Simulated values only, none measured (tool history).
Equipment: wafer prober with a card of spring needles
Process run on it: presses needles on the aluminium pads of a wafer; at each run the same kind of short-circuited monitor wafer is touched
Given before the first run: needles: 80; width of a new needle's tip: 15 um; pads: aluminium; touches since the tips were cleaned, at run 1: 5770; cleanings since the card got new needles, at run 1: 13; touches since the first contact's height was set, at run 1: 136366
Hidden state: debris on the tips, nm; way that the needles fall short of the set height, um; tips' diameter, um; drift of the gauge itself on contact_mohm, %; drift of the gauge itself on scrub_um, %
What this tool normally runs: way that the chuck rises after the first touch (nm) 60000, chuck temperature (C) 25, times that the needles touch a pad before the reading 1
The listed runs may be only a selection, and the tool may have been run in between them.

| run | hour | way that the chuck rises after the first touch (nm) | chuck temperature (C) | times that the needles touch a pad before the reading | touches since the tips were cleaned | cleanings since the card got new needles | touches since the first contact's height was set | resistance of one needle with its contact and lead (mohm) | way that a needle slides on the pad (nm) |
|---|---|---|---|---|---|---|---|---|---|
| 1 | 0 | 60000 | 25 | 1 | 5770 | 13 | 136366 | 219 | 15900 |
|  | 10.7 | tips cleaned on abrasive film |
|  | 39.7 | tips cleaned on abrasive film |
| 2 | 64.5 | 60000 | 50 | 1 | 7610 | 15 | 156082 | 226 | 15750 |
|  | 71 | tips cleaned on abrasive film |
|  | 101 | tips cleaned on abrasive film |
|  | 106.8 | height of the first contact set anew |
| 3 | 124.7 | 60000 | 58 | 1 | 7183 | 17 | 5494 | 228 | 15920 |
|  | 132.7 | tips cleaned on abrasive film |
|  | 161.3 | tips cleaned on abrasive film |
| 4 | 178.7 | 60000 | 25 | 2 | 5349 | 19 | 21983 | 219 | 15740 |
|  | 191.2 | tips cleaned on abrasive film |
|  | 220.2 | tips cleaned on abrasive film |
| 5 | 236.1 | 60000 | 25 | 1 | 4867 | 21 | 39499 | 220 | 15730 |
|  | 248.3 | tips cleaned on abrasive film |
|  | 278.9 | tips cleaned on abrasive film |
| 6 | 290.9 | 60000 | 25 | 1 | 3699 | 23 | 56253 | 219 | 15870 |
|  | 309.9 | tips cleaned on abrasive film |
|  | 337.8 | tips cleaned on abrasive film |
| 7 | 348.1 | 60000 | 120 | 1 | 3142 | 25 | 73713 | 245 | 15770 |
|  | 367.5 | tips cleaned on abrasive film |
|  | 396.8 | tips cleaned on abrasive film |
| 8 | 418.6 | 60000 | 25 | 1 | 6679 | 27 | 95254 | 219 | 15770 |
|  | 425.2 | tips cleaned on abrasive film |
|  | 453.6 | tips cleaned on abrasive film |
| 9 | 463.4 | 60000 | 25 | 1 | 2996 | 29 | 108920 | 218 | 15780 |
|  | 482.7 | tips cleaned on abrasive film |
|  | 510.5 | tips cleaned on abrasive film |
| 10 | 514.5 | 60000 | 25 | 1 | 1242 | 31 | 124546 | 218 | 15710 |
|  | 538.4 | tips cleaned on abrasive film |
| 11 | 558.7 | 60000 | 25 | 1 | 6235 | 32 | 138058 | 220 | 15760 |
|  | 569.7 | tips cleaned on abrasive film |
| 12 | 594.8 | 60000 | 25 | 1 | 7680 | 33 | 149081 | 219 | 15750 |
|  | 599.5 | tips cleaned on abrasive film |
|  | 628 | tips cleaned on abrasive film |
| 13 | 638.3 | 60000 | 25 | 1 | 3148 | 35 | 162348 | 218 | 15810 |
|  | 656.7 | tips cleaned on abrasive film |
|  | 657 | height of the first contact set anew |
| 14 | 672.2 | 60000 | 25 | 1 | 4661 | 36 | 4661 | 220 | 15740 |
|  | 687.9 | tips cleaned on abrasive film |
|  | 716.9 | tips cleaned on abrasive film |
| 15 | 731.2 | 60000 | 25 | 1 | 4376 | 38 | 22683 | 224 | 15650 |

Estimate the outcome of run 16 from the log above:
|  | 747.7 | tips cleaned on abrasive film |
|  | 776.5 | tips cleaned on abrasive film |
| 16 | 784.8 | 61000 | 25 | 2 | 2537 | 40 | 39034 | ? | ? |

{"run 16": {"resistance of one needle with its contact and lead (mohm)": 219, "way that a needle slides on the pad (nm)": 15980}}
Take away the tool's hidden state, keep the run-to-run variation as it was, and the same run would have given resistance of one needle with its contact and lead (mohm) 219, way that a needle slides on the pad (nm) 16100.

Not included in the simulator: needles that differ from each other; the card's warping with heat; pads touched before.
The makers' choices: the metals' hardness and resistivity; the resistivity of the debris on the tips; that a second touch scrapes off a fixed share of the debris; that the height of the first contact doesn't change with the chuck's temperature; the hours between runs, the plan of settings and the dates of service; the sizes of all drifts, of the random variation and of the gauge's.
